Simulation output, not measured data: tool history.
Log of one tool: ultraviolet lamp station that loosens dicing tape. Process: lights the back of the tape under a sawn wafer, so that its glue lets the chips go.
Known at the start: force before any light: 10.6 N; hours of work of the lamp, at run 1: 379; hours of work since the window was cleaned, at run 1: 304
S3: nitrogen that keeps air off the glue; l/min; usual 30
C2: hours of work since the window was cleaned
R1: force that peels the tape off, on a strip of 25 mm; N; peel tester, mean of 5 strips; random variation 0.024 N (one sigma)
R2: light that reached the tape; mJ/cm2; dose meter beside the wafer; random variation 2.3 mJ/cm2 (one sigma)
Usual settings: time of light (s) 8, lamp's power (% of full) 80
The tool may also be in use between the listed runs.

{"run": 1, "day": 0.0, "time of light (s)": 8, "lamp's power (% of full)": 80, "S3": 30, "hours of work of the lamp": 379, "C2": 304, "R1": 1.748, "R2": 185}
{"run": 2, "day": 0.529, "time of light (s)": 7, "lamp's power (% of full)": 80, "S3": 30, "hours of work of the lamp": 389, "C2": 314, "R1": 2.241, "R2": 164}
{"run": 3, "day": 0.975, "time of light (s)": 7, "lamp's power (% of full)": 80, "S3": 30, "hours of work of the lamp": 398, "C2": 322, "R1": 2.232, "R2": 159}
{"run": 4, "day": 1.362, "time of light (s)": 8, "lamp's power (% of full)": 80, "S3": 14, "hours of work of the lamp": 405, "C2": 330, "R1": 2.902, "R2": 183}
{"run": 5, "day": 1.708, "time of light (s)": 8, "lamp's power (% of full)": 80, "S3": 14, "hours of work of the lamp": 412, "C2": 336, "R1": 2.926, "R2": 181}
{"run": 6, "day": 2.15, "time of light (s)": 8, "lamp's power (% of full)": 80, "S3": 14, "hours of work of the lamp": 420, "C2": 345, "R1": 2.862, "R2": 178}
{"day": 2.212, "done": "window cleaned of glue's vapour"}
{"run": 7, "day": 2.838, "time of light (s)": 11, "lamp's power (% of full)": 80, "S3": 30, "hours of work of the lamp": 433, "C2": 12, "R1": 1.096, "R2": 239}
{"run": 8, "day": 3.188, "time of light (s)": 9, "lamp's power (% of full)": 79, "S3": 36, "hours of work of the lamp": 440, "C2": 19, "R1": 1.424, "R2": 192}
{"run": 9, "day": 3.546, "time of light (s)": 9, "lamp's power (% of full)": 79, "S3": 9, "hours of work of the lamp": 447, "C2": 26, "R1": 3.266, "R2": 188}
{"run": 10, "day": 3.942, "time of light (s)": 9, "lamp's power (% of full)": 79, "S3": 9, "hours of work of the lamp": 454, "C2": 33, "R1": 3.329, "R2": 190}
{"day": 4.079, "done": "window cleaned of glue's vapour, once more"}
{"run": 11, "day": 4.4, "time of light (s)": 9, "lamp's power (% of full)": 79, "S3": 9, "hours of work of the lamp": 463, "C2": 6, "R1": 3.053, "R2": 208}
{"run": 12, "day": 5.0, "time of light (s)": 8, "lamp's power (% of full)": 79, "S3": 9, "hours of work of the lamp": 474, "C2": 18, "R1": 3.565, "R2": 184}

Forecast each of these 5 alternatives for the next run:
{"run": "A", "day": 5.588, "time of light (s)": 8, "lamp's power (% of full)": 80, "S3": 30, "hours of work of the lamp": 485, "C2": 29, "R1": "?", "R2": "?"}
{"run": "B", "day": 5.588, "time of light (s)": 8, "lamp's power (% of full)": 80, "S3": 30, "hours of work of the lamp": 485, "C2": 29, "R1": "?", "R2": "?"}
{"run": "C", "day": 5.588, "time of light (s)": 4, "lamp's power (% of full)": 99, "S3": 16, "hours of work of the lamp": 485, "C2": 29, "R1": "?", "R2": "?"}
{"run": "D", "day": 5.588, "time of light (s)": 8, "lamp's power (% of full)": 83, "S3": 26, "hours of work of the lamp": 485, "C2": 29, "R1": "?", "R2": "?"}
{"run": "E", "day": 5.588, "time of light (s)": 8, "lamp's power (% of full)": 89, "S3": 18, "hours of work of the lamp": 485, "C2": 29, "R1": "?", "R2": "?"}

run=A R1=1.800 R2=182
run=B R1=1.850 R2=180
run=C R1=4.451 R2=112
run=D R1=1.849 R2=196
run=E R1=2.125 R2=202
Without the tool's hidden state the same runs would have given:
run=A R1=1.156 R2=230
run=B R1=1.183 R2=228
run=C R1=3.566 R2=142
run=D R1=1.192 R2=245
run=E R1=1.413 R2=255

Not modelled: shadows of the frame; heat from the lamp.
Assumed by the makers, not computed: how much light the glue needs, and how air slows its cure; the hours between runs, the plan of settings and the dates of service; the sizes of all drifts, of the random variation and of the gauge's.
